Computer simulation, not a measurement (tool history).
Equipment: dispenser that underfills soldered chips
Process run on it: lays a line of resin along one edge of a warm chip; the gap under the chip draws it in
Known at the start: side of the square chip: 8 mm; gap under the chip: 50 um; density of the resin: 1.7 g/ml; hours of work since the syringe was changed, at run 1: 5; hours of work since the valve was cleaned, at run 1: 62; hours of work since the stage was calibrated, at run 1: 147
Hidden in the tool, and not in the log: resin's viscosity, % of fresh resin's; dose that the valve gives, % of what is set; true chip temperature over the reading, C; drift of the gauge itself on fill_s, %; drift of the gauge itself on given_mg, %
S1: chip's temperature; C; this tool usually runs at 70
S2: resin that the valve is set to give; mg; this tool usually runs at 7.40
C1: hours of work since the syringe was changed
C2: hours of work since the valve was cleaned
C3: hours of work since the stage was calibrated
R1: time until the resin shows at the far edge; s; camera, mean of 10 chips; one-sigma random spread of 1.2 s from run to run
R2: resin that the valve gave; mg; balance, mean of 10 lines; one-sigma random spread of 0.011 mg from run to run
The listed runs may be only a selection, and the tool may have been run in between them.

Run 1, hour 0.0: usual settings; C1 5; C2 62; C3 147. Result: R1 162.3 s, R2 7.26 mg.
At hour 2.2: new syringe of resin.
At hour 10.8: new syringe of resin.
Run 2, hour 12.2: usual settings but S2 7.77 mg; C1 1; C2 69; C3 154. Result: R1 119.7 s, R2 7.58 mg.
At hour 19.4: new syringe of resin.
Run 3, hour 19.8: usual settings but S2 7.77 mg; C1 0; C2 74; C3 159. Result: R1 114.8 s, R2 7.58 mg.
Run 4, hour 27.6: usual settings but S2 7.77 mg; C1 5; C2 79; C3 164. Result: R1 162.3 s, R2 7.56 mg.
At hour 28.5: new syringe of resin.
At hour 32.1: dispensing valve cleaned and set on the balance.
Run 5, hour 35.6: usual settings but S2 7.77 mg; C1 4; C2 2; C3 168. Result: R1 146.3 s, R2 7.78 mg.
At hour 38.3: new syringe of resin.
Run 6, hour 44.3: usual settings but S2 7.34 mg; C1 4; C2 8; C3 174. Result: R1 146.1 s, R2 7.32 mg.
At hour 47.9: new syringe of resin.
Run 7, hour 51.5: usual settings but S1 55 C; C1 2; C2 12; C3 178. Result: R1 279.0 s, R2 7.38 mg.
At hour 57.4: new syringe of resin.
Run 8, hour 58.0: usual settings but S1 55 C; C1 0; C2 16; C3 182. Result: R1 242.6 s, R2 7.37 mg.
At hour 66.1: new syringe of resin.
Run 9, hour 66.6: usual settings but S1 55 C; C1 0; C2 21; C3 187. Result: R1 241.3 s, R2 7.35 mg.
At hour 75.1: new syringe of resin.
Run 10, hour 78.0: usual settings but S1 55 C; C1 2; C2 28; C3 195. Result: R1 267.6 s, R2 7.35 mg.
At hour 84.4: new syringe of resin.
Run 11, hour 85.2: usual settings but S1 55 C; C1 1; C2 33; C3 199. Result: R1 244.6 s, R2 7.35 mg.
Run 12, hour 91.8: usual settings but S2 7.05 mg; C1 5; C2 37; C3 203. Result: R1 157.3 s, R2 6.99 mg.
At hour 93.2: new syringe of resin.
At hour 102.7: new syringe of resin.
Run 13, hour 104.6: usual settings; C1 1; C2 45; C3 211. Result: R1 117.1 s, R2 7.33 mg.
At hour 112.1: new syringe of resin.
Run 14, hour 117.1: usual settings but S2 7.68 mg; C1 3; C2 53; C3 219. Result: R1 135.1 s, R2 7.57 mg.
At hour 121.5: new syringe of resin.
Run 15, hour 126.3: usual settings but S1 76 C; C1 3; C2 58; C3 224. Result: R1 101.4 s, R2 7.28 mg.
At hour 130.3: new syringe of resin.
Run 16, hour 137.0: usual settings but S1 76 C; C1 4; C2 65; C3 231. Result: R1 111.9 s, R2 7.27 mg.
At hour 138.9: new syringe of resin.
At hour 147.9: new syringe of resin.
Run 17, hour 148.0: usual settings; C1 0; C2 72; C3 238. Result: R1 109.0 s, R2 7.26 mg.
At hour 156.8: new syringe of resin.
Run 18, hour 158.8: usual settings but S1 63 C, S2 8.91 mg; C1 1; C2 78; C3 245. Result: R1 163.7 s, R2 8.73 mg.
At hour 163.5: dispensing valve cleaned and set on the balance.
At hour 166.6: new syringe of resin.
Run 19, hour 170.3: usual settings but S1 63 C, S2 8.91 mg; C1 2; C2 4; C3 251. Result: R1 177.8 s, R2 8.93 mg.
At hour 175.4: new syringe of resin.
Run 20, hour 178.1: usual settings but S1 78 C, S2 7.90 mg; C1 2; C2 9; C3 256. Result: R1 82.7 s, R2 7.91 mg.
At hour 184.0: new syringe of resin.
Run 21, hour 189.5: usual settings but S1 78 C, S2 7.90 mg; C1 3; C2 16; C3 263. Result: R1 93.3 s, R2 7.90 mg.
At hour 192.8: new syringe of resin.
Run 22, hour 197.2: usual settings but S1 65 C, S2 7.90 mg; C1 3; C2 21; C3 268. Result: R1 165.4 s, R2 7.90 mg.
At hour 201.7: new syringe of resin.
Run 23, hour 207.6: usual settings but S1 61 C, S2 9.17 mg; C1 4; C2 27; C3 274. Result: R1 210.2 s, R2 9.16 mg.
At hour 211.4: new syringe of resin.
Run 24, hour 216.1: usual settings but S1 75 C, S2 8.67 mg; C1 3; C2 32; C3 279. Result: R1 101.1 s, R2 8.63 mg.
At hour 220.3: new syringe of resin.
Run 25, hour 223.3: usual settings but S1 75 C, S2 8.67 mg; C1 2; C2 37; C3 284. Result: R1 93.3 s, R2 8.62 mg.
At hour 229.2: new syringe of resin.
Run 26, hour 234.8: usual settings but S1 57 C, S2 7.58 mg; C1 4; C2 44; C3 291. Result: R1 261.3 s, R2 7.51 mg.
At hour 238.5: new syringe of resin.
Run 27, hour 242.7: usual settings but S1 57 C, S2 7.58 mg; C1 3; C2 49; C3 296. Result: R1 241.1 s, R2 7.51 mg.
At hour 247.6: new syringe of resin.
Run 28, hour 248.7: usual settings but S1 57 C, S2 7.58 mg; C1 1; C2 53; C3 299. Result: R1 211.7 s, R2 7.50 mg.
At hour 256.6: new syringe of resin.
Run 29, hour 259.7: usual settings but S1 57 C, S2 7.58 mg; C1 2; C2 59; C3 306. Result: R1 232.2 s, R2 7.46 mg.
At hour 265.6: new syringe of resin.
Run 30, hour 270.4: usual settings but S1 67 C; C1 3; C2 66; C3 313. Result: R1 151.9 s, R2 7.28 mg.
At hour 275.1: new syringe of resin.
At hour 278.7: stage's temperature calibrated.
Run 31, hour 284.4: usual settings but S1 67 C; C1 5; C2 74; C3 4. Result: R1 212.0 s, R2 7.28 mg.
At hour 285.8: new syringe of resin.
At hour 294.5: new syringe of resin.
At hour 296.5: dispensing valve cleaned and set on the balance.
Run 32, hour 297.6: usual settings but S1 65 C; C1 1; C2 1; C3 11. Result: R1 172.0 s, R2 7.40 mg.
At hour 304.9: new syringe of resin.
Run 33, hour 308.7: usual settings but S1 65 C; C1 2; C2 8; C3 18. Result: R1 181.8 s, R2 7.38 mg.
At hour 314.1: new syringe of resin.
Run 34, hour 318.8: usual settings but S1 65 C; C1 3; C2 14; C3 24. Result: R1 187.9 s, R2 7.34 mg.

Measured less the same run without the tool's hidden state. The same run-to-run variation is in both; the gauge's scatter may not be:
run     R1     R2
  1  +42.6  -0.15
  2   +4.1  -0.17
  3   -1.2  -0.19
  4  +49.0  -0.20
  5  +30.7  +0.01
  6  +28.6  +0.00
  7  +27.7  -0.02
  8   -8.7  -0.03
  9   -7.5  -0.04
 10  +17.5  -0.04
 11   -7.4  -0.06
 12  +39.6  -0.07
 13   +0.5  -0.09
 14  +21.6  -0.11
 15  +15.7  -0.12
 16  +24.9  -0.13
 17   -8.3  -0.15
 18   +3.0  -0.19
 19  +17.4  +0.03
 20   +4.2  +0.01
 21  +15.2  +0.00
 22  +16.3  -0.01
 23  +34.6  -0.03
 24  +11.9  -0.05
 25   +5.0  -0.06
 26  +36.1  -0.07
 27  +18.8  -0.08
 28  -12.8  -0.08
 29   +6.9  -0.10
 30  +18.5  -0.12
 31  +74.6  -0.13
 32  +21.3  +0.00
 33  +34.2  -0.02
 34  +37.1  -0.04
